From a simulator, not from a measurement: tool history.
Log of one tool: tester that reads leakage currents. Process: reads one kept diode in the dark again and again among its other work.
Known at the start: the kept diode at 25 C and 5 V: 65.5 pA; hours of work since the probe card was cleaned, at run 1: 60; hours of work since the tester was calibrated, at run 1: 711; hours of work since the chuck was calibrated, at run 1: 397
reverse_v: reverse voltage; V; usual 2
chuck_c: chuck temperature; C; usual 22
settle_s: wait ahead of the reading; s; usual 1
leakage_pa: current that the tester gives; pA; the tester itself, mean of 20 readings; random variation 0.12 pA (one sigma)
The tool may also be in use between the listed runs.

| run | hour | reverse_v | chuck_c | settle_s | hours of work since the probe card was cleaned | hours of work since the tester was calibrated | hours of work since the chuck was calibrated | leakage_pa |
|---|---|---|---|---|---|---|---|---|
| 1 | 0 | 2 | 22 | 1 | 60 | 711 | 397 | 35.1 |
| 2 | 111.1 | 2 | 27 | 1 | 114 | 765 | 451 | 54.1 |
| 3 | 199.1 | 2 | 27 | 1 | 157 | 808 | 494 | 54.11 |
| 4 | 262.8 | 2.42 | 22 | 1 | 188 | 839 | 525 | 38.1 |
| 5 | 358.5 | 2.42 | 22 | 1 | 234 | 885 | 571 | 38.12 |
| 6 | 439.7 | 2.42 | 22 | 1 | 274 | 925 | 610 | 38.23 |
| 7 | 492.7 | 2 | 22 | 1 | 299 | 950 | 636 | 35.26 |
|  | 519.4 | chuck's temperature calibrated |
| 8 | 595 | 2 | 22 | 1 | 348 | 999 | 37 | 35.31 |
| 9 | 702.7 | 2 | 22 | 1 | 400 | 1051 | 89 | 35.33 |
| 10 | 773.5 | 2 | 22 | 1 | 434 | 1085 | 123 | 35.34 |
| 11 | 837.4 | 2 | 22 | 1 | 465 | 1117 | 154 | 35.26 |
| 12 | 931.2 | 1.88 | 35 | 0.98 | 511 | 1162 | 200 | 102.33 |
| 13 | 1008.1 | 2 | 20 | 8.68 | 548 | 1199 | 237 | 28.97 |
| 14 | 1094.4 | 2 | 38 | 0.36 | 590 | 1241 | 279 | 135.46 |
| 15 | 1203.2 | 5.43 | 22 | 1 | 643 | 1294 | 332 | 54.14 |
| 16 | 1297.4 | 19.47 | 39 | 4.74 | 689 | 1340 | 377 | 368.87 |
| 17 | 1371.9 | 4.36 | 39 | 1.75 | 725 | 1376 | 413 | 198.88 |
| 18 | 1488.8 | 4.36 | 39 | 1.75 | 781 | 1432 | 470 | 199.15 |
| 19 | 1569.8 | 1.44 | 22 | 1 | 821 | 1472 | 509 | 30.5 |
| 20 | 1661 | 12.84 | 46 | 0.68 | 865 | 1516 | 554 | 540.95 |
| 21 | 1740.6 | 2 | 22 | 1.32 | 904 | 1555 | 592 | 34.92 |
| 22 | 1825.7 | 2 | 22 | 1.32 | 945 | 1596 | 634 | 35.03 |

Hidden state at the last listed run before each entry between runs and at the first one after, where it differs:
Between runs 7 and 8: chuck's temperature calibrated (hour 519.4)
  true chuck temperature over the reading, C: -0.03 -> 0
  measured less the result without the state, leakage_pa: -0.08 -> +0.02 pA

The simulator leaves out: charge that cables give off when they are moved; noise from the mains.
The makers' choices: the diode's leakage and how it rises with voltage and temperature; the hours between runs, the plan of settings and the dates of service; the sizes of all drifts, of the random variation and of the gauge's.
